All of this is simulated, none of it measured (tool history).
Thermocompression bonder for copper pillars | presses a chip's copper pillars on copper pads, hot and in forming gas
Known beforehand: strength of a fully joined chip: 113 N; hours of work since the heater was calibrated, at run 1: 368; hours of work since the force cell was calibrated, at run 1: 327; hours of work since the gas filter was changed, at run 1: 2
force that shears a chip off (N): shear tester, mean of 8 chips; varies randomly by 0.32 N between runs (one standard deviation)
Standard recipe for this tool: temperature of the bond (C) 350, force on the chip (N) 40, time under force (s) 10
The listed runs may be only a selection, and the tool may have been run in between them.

| run | hour | temperature of the bond (C) | force on the chip (N) | time under force (s) | hours of work since the heater was calibrated | hours of work since the force cell was calibrated | hours of work since the gas filter was changed | force that shears a chip off (N) |
|---|---|---|---|---|---|---|---|---|
| 1 | 0 | 350 | 40 | 10 | 368 | 327 | 2 | 70.4 |
| 2 | 11.7 | 350 | 40 | 8 | 376 | 335 | 10 | 65 |
| 3 | 19.8 | 350 | 40 | 10 | 382 | 340 | 16 | 69.7 |
| 4 | 33 | 350 | 40 | 10 | 391 | 349 | 25 | 69.7 |
| 5 | 42.6 | 350 | 40 | 10 | 397 | 356 | 31 | 69.7 |
| 6 | 56 | 350 | 40 | 10 | 407 | 365 | 40 | 69.6 |
| 7 | 69.2 | 350 | 40 | 7 | 416 | 374 | 49 | 62.8 |
| 8 | 83.7 | 350 | 40 | 10 | 425 | 384 | 59 | 69.9 |
| 9 | 96.5 | 357 | 40 | 10 | 434 | 393 | 68 | 72.1 |
| 10 | 107.6 | 357 | 40 | 30 | 442 | 400 | 76 | 93.7 |
| 11 | 117.8 | 350 | 40 | 10 | 449 | 407 | 83 | 69.5 |
| 12 | 129.9 | 350 | 40 | 10 | 457 | 415 | 91 | 69.3 |
| 13 | 140 | 330 | 30 | 10 | 464 | 422 | 98 | 50.6 |
| 14 | 147 | 330 | 30 | 10 | 469 | 427 | 103 | 50.6 |
| 15 | 162 | 370 | 40 | 10 | 479 | 437 | 113 | 76.3 |
| 16 | 176.2 | 367 | 59 | 30 | 489 | 447 | 123 | 103.9 |
| 17 | 190.4 | 355 | 25 | 30 | 498 | 457 | 132 | 75.7 |
| 18 | 200.1 | 355 | 25 | 30 | 505 | 463 | 139 | 75.2 |
| 19 | 206.9 | 354 | 52 | 14 | 510 | 468 | 144 | 85.4 |
|  | 221.4 | heater calibrated with a thermocouple chip |
| 20 | 223.1 | 350 | 40 | 27 | 1 | 478 | 153 | 85.5 |
| 21 | 229.5 | 353 | 33 | 5 | 6 | 482 | 158 | 47.2 |
| 22 | 239.2 | 353 | 33 | 5 | 12 | 489 | 164 | 47.5 |
| 23 | 252.4 | 353 | 33 | 5 | 21 | 498 | 173 | 47 |

What if the next run were any one of these 3? Each begins from the tool's condition after run 23:
| A | 265.9 | 350 | 34 | 16 | 30 | 507 | 182 | ? |
| B | 265.9 | 353 | 26 | 25 | 30 | 507 | 182 | ? |
| C | 265.9 | 324 | 33 | 5 | 30 | 507 | 182 | ? |

| run | force that shears a chip off (N) |
|---|---|
| A | 69.3 |
| B | 69.5 |
| C | 37.8 |
With no hidden state in the tool, these same runs would have given:
| run | force that shears a chip off (N) |
|---|---|
| A | 71.4 |
| B | 71.6 |
| C | 38.7 |
